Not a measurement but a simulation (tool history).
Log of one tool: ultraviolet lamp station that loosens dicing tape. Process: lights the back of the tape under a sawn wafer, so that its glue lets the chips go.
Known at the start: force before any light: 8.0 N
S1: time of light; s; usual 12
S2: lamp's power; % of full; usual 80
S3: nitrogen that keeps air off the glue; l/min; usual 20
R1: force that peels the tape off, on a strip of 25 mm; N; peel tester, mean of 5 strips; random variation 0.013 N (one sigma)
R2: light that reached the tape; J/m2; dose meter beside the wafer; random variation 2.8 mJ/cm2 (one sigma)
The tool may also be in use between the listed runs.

{"run": 1, "hour": 0.0, "S1": 12, "S2": 80, "S3": 20, "R1": 0.954, "R2": 3090}
{"hour": 10.6, "done": "window cleaned of glue's vapour"}
{"run": 2, "hour": 68.1, "S1": 12, "S2": 80, "S3": 20, "R1": 0.732, "R2": 3640}
{"run": 3, "hour": 102.9, "S1": 12, "S2": 80, "S3": 20, "R1": 0.745, "R2": 3650}
{"run": 4, "hour": 142.4, "S1": 12, "S2": 80, "S3": 20, "R1": 0.782, "R2": 3560}
{"run": 5, "hour": 182.7, "S1": 12, "S2": 80, "S3": 20, "R1": 0.77, "R2": 3570}
{"run": 6, "hour": 244.6, "S1": 12, "S2": 80, "S3": 20, "R1": 0.783, "R2": 3560}
{"run": 7, "hour": 309.0, "S1": 12, "S2": 80, "S3": 20, "R1": 0.821, "R2": 3500}
{"run": 8, "hour": 368.3, "S1": 14, "S2": 80, "S3": 20, "R1": 0.638, "R2": 3930}
{"run": 9, "hour": 407.3, "S1": 14, "S2": 80, "S3": 20, "R1": 0.655, "R2": 3960}
{"run": 10, "hour": 480.9, "S1": 14, "S2": 80, "S3": 20, "R1": 0.637, "R2": 3930}
{"run": 11, "hour": 539.4, "S1": 14, "S2": 79, "S3": 20, "R1": 0.678, "R2": 3810}
{"run": 12, "hour": 601.3, "S1": 12, "S2": 72, "S3": 20, "R1": 1.073, "R2": 2910}
{"run": 13, "hour": 635.9, "S1": 12, "S2": 80, "S3": 9, "R1": 1.437, "R2": 3240}
{"run": 14, "hour": 699.0, "S1": 12, "S2": 68, "S3": 9, "R1": 1.899, "R2": 2710}
{"run": 15, "hour": 765.3, "S1": 12, "S2": 67, "S3": 11, "R1": 1.786, "R2": 2570}
{"run": 16, "hour": 843.7, "S1": 12, "S2": 67, "S3": 11, "R1": 1.799, "R2": 2580}
{"run": 17, "hour": 917.2, "S1": 12, "S2": 85, "S3": 19, "R1": 0.997, "R2": 3210}
{"run": 18, "hour": 985.5, "S1": 12, "S2": 94, "S3": 27, "R1": 0.68, "R2": 3450}
{"hour": 1020.7, "done": "window cleaned of glue's vapour"}
{"run": 19, "hour": 1049.2, "S1": 12, "S2": 80, "S3": 28, "R1": 0.709, "R2": 3420}
{"run": 20, "hour": 1082.6, "S1": 12, "S2": 95, "S3": 22, "R1": 0.566, "R2": 4020}
{"run": 21, "hour": 1160.2, "S1": 10, "S2": 62, "S3": 22, "R1": 1.716, "R2": 2150}
{"run": 22, "hour": 1197.5, "S1": 10, "S2": 62, "S3": 22, "R1": 1.756, "R2": 2100}
{"run": 23, "hour": 1234.7, "S1": 11, "S2": 63, "S3": 20, "R1": 1.581, "R2": 2350}
{"run": 24, "hour": 1284.8, "S1": 18, "S2": 68, "S3": 18, "R1": 0.636, "R2": 4050}
{"run": 25, "hour": 1350.7, "S1": 18, "S2": 68, "S3": 18, "R1": 0.635, "R2": 4030}
{"run": 26, "hour": 1400.9, "S1": 12, "S2": 97, "S3": 20, "R1": 0.659, "R2": 3820}
{"run": 27, "hour": 1460.5, "S1": 17, "S2": 80, "S3": 6, "R1": 1.102, "R2": 4370}

The same runs without the tool's hidden state, with the same run-to-run variation:
The hidden state here: lamp's light, % of a new lamp's; light that the window lets through, % of a clean one's; drift of the gauge itself on peel_n, %; drift of the gauge itself on dose_mj_cm2, %.
run=1 R1=0.598 R2=3970
run=2 R1=0.619 R2=3980
run=3 R1=0.621 R2=4020
run=4 R1=0.643 R2=3950
run=5 R1=0.620 R2=4000
run=6 R1=0.615 R2=4040
run=7 R1=0.629 R2=4030
run=8 R1=0.479 R2=4590
run=9 R1=0.483 R2=4660
run=10 R1=0.452 R2=4710
run=11 R1=0.467 R2=4630
run=12 R1=0.732 R2=3600
run=13 R1=0.994 R2=4030
run=14 R1=1.337 R2=3420
run=15 R1=1.212 R2=3310
run=16 R1=1.189 R2=3370
run=17 R1=0.579 R2=4270
run=18 R1=0.389 R2=4680
run=19 R1=0.525 R2=4010
run=20 R1=0.418 R2=4740
run=21 R1=1.295 R2=2590
run=22 R1=1.307 R2=2550
run=23 R1=1.141 R2=2880
run=24 R1=0.429 R2=5010
run=25 R1=0.414 R2=5080
run=26 R1=0.420 R2=4860
run=27 R1=0.689 R2=5650
